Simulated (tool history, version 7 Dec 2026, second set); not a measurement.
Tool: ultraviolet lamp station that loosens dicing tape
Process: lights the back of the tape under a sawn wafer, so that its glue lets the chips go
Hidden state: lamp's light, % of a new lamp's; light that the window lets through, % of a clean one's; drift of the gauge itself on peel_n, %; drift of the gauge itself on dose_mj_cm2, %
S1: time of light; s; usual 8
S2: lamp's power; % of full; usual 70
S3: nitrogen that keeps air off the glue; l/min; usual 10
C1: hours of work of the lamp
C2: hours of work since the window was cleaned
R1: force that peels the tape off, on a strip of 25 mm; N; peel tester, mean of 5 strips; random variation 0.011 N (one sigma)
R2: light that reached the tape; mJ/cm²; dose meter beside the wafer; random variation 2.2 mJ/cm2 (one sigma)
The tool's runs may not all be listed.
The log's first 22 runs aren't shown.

Run 23, hour 1160.1: usual settings but S1 11 s; C1 714; C2 550. Result: R1 0.294 N, R2 282 mJ/cm².
Run 24, hour 1208.7: usual settings but S1 11 s; C1 744; C2 579. Result: R1 0.3 N, R2 277 mJ/cm².
Run 25, hour 1258.6: usual settings but S1 11 s; C1 773; C2 609. Result: R1 0.278 N, R2 276 mJ/cm².
At hour 1333.3: window cleaned of glue's vapour.
Run 26, hour 1333.3: usual settings but S1 14 s, S2 83 % of full, S3 3 l/min; C1 818; C2 0. Result: R1 0.251 N, R2 417 mJ/cm².
Run 27, hour 1396: usual settings but S2 76 % of full, S3 7 l/min; C1 855; C2 37. Result: R1 0.476 N, R2 219 mJ/cm².
Run 28, hour 1468.6: usual settings but S2 68 % of full, S3 11 l/min; C1 899; C2 81. Result: R1 0.491 N, R2 193 mJ/cm².
Run 29, hour 1533.6: usual settings but S2 60 % of full, S3 15 l/min; C1 938; C2 120. Result: R1 0.57 N, R2 169 mJ/cm².
Run 30, hour 1600.1: usual settings but S2 69 % of full, S3 15 l/min; C1 977; C2 160. Result: R1 0.443 N, R2 199 mJ/cm².
Run 31, hour 1677.3: usual settings but S1 11 s, S2 76 % of full, S3 11 l/min; C1 1024; C2 206. Result: R1 0.267 N, R2 302 mJ/cm².
Run 32, hour 1743.2: usual settings but S1 11 s, S2 76 % of full, S3 11 l/min; C1 1063; C2 245. Result: R1 0.279 N, R2 302 mJ/cm².
Run 33, hour 1787.2: usual settings but S1 5 s, S2 72 % of full, S3 4 l/min; C1 1089; C2 271. Result: R1 1.159 N, R2 132 mJ/cm².
Run 34, hour 1820.4: usual settings but S1 6 s, S2 75 % of full, S3 4 l/min; C1 1109; C2 291. Result: R1 0.857 N, R2 162 mJ/cm².
Run 35, hour 1854.9: usual settings but S1 6 s, S2 75 % of full, S3 4 l/min; C1 1130; C2 312. Result: R1 0.876 N, R2 162 mJ/cm².
Run 36, hour 1914.9: usual settings but S1 6 s, S2 75 % of full, S3 4 l/min; C1 1166; C2 348. Result: R1 0.864 N, R2 163 mJ/cm².

The next listed run, before its measurement:
Run 37, hour 1965.2: usual settings but S1 7 s, S2 91 % of full, S3 15 l/min; C1 1196; C2 378. Result: R1 ?, R2 ?.

Run 37 gave R1 0.371 N, R2 228 mJ/cm².
Without the tool's hidden state the same run would have given R1 0.37 N, R2 229 mJ/cm².
